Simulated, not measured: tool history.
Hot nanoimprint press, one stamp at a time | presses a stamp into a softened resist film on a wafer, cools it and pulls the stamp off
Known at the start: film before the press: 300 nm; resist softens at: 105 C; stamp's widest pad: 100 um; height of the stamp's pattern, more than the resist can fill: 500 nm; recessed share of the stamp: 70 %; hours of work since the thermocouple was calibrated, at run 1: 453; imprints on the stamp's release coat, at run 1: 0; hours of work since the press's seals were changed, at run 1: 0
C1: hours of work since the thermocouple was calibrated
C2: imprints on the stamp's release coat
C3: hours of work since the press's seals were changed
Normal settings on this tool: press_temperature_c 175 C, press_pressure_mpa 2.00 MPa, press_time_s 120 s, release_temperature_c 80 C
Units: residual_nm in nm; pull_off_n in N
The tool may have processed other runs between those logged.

{"run": 1, "hour": 0.0, "press_temperature_c": 175, "press_pressure_mpa": 2.0, "press_time_s": 120, "release_temperature_c": 80, "C1": 453, "C2": 0, "C3": 0, "residual_nm": 133.2, "pull_off_n": 112}
{"run": 2, "hour": 35.2, "press_temperature_c": 175, "press_pressure_mpa": 1.47, "press_time_s": 120, "release_temperature_c": 80, "C1": 478, "C2": 113, "C3": 25, "residual_nm": 153.9, "pull_off_n": 113}
{"run": 3, "hour": 63.5, "press_temperature_c": 181, "press_pressure_mpa": 2.0, "press_time_s": 120, "release_temperature_c": 80, "C1": 499, "C2": 203, "C3": 45, "residual_nm": 102.6, "pull_off_n": 118}
{"run": 4, "hour": 91.2, "press_temperature_c": 168, "press_pressure_mpa": 2.0, "press_time_s": 120, "release_temperature_c": 80, "C1": 518, "C2": 292, "C3": 65, "residual_nm": 179.1, "pull_off_n": 123}
{"hour": 129.6, "done": "plate thermocouple calibrated"}
{"run": 5, "hour": 129.6, "press_temperature_c": 168, "press_pressure_mpa": 2.0, "press_time_s": 120, "release_temperature_c": 80, "C1": 0, "C2": 405, "C3": 90, "residual_nm": 172.0, "pull_off_n": 129}
{"run": 6, "hour": 166.2, "press_temperature_c": 167, "press_pressure_mpa": 2.0, "press_time_s": 120, "release_temperature_c": 80, "C1": 26, "C2": 522, "C3": 117, "residual_nm": 179.2, "pull_off_n": 134}
{"hour": 209.3, "done": "stamp cleaned and given a new release coat"}
{"run": 7, "hour": 213.4, "press_temperature_c": 167, "press_pressure_mpa": 2.0, "press_time_s": 120, "release_temperature_c": 80, "C1": 56, "C2": 13, "C3": 146, "residual_nm": 179.4, "pull_off_n": 107}
{"run": 8, "hour": 234.4, "press_temperature_c": 167, "press_pressure_mpa": 2.0, "press_time_s": 120, "release_temperature_c": 75, "C1": 71, "C2": 80, "C3": 161, "residual_nm": 178.8, "pull_off_n": 115}
{"hour": 255.1, "done": "plate thermocouple calibrated, once more"}
{"run": 9, "hour": 263.1, "press_temperature_c": 175, "press_pressure_mpa": 2.0, "press_time_s": 199, "release_temperature_c": 80, "C1": 6, "C2": 163, "C3": 179, "residual_nm": 118.2, "pull_off_n": 118}
{"run": 10, "hour": 289.8, "press_temperature_c": 175, "press_pressure_mpa": 2.0, "press_time_s": 79, "release_temperature_c": 80, "C1": 25, "C2": 248, "C3": 198, "residual_nm": 160.6, "pull_off_n": 121}
{"run": 11, "hour": 319.9, "press_temperature_c": 184, "press_pressure_mpa": 2.35, "press_time_s": 120, "release_temperature_c": 80, "C1": 46, "C2": 344, "C3": 220, "residual_nm": 86.7, "pull_off_n": 125}
{"run": 12, "hour": 342.4, "press_temperature_c": 177, "press_pressure_mpa": 1.87, "press_time_s": 64, "release_temperature_c": 79, "C1": 62, "C2": 416, "C3": 236, "residual_nm": 163.9, "pull_off_n": 127}

Forecast run 13:
{"run": 13, "hour": 366.1, "press_temperature_c": 177, "press_pressure_mpa": 1.87, "press_time_s": 64, "release_temperature_c": 79, "C1": 79, "C2": 492, "C3": 253, "residual_nm": "?", "pull_off_n": "?"}

Logged for run 13: residual_nm 162.7 nm, pull_off_n 139 N.
With the hidden condition absent and the run-to-run variation left alone, this run would have shown residual_nm 161.4 nm, pull_off_n 115 N.

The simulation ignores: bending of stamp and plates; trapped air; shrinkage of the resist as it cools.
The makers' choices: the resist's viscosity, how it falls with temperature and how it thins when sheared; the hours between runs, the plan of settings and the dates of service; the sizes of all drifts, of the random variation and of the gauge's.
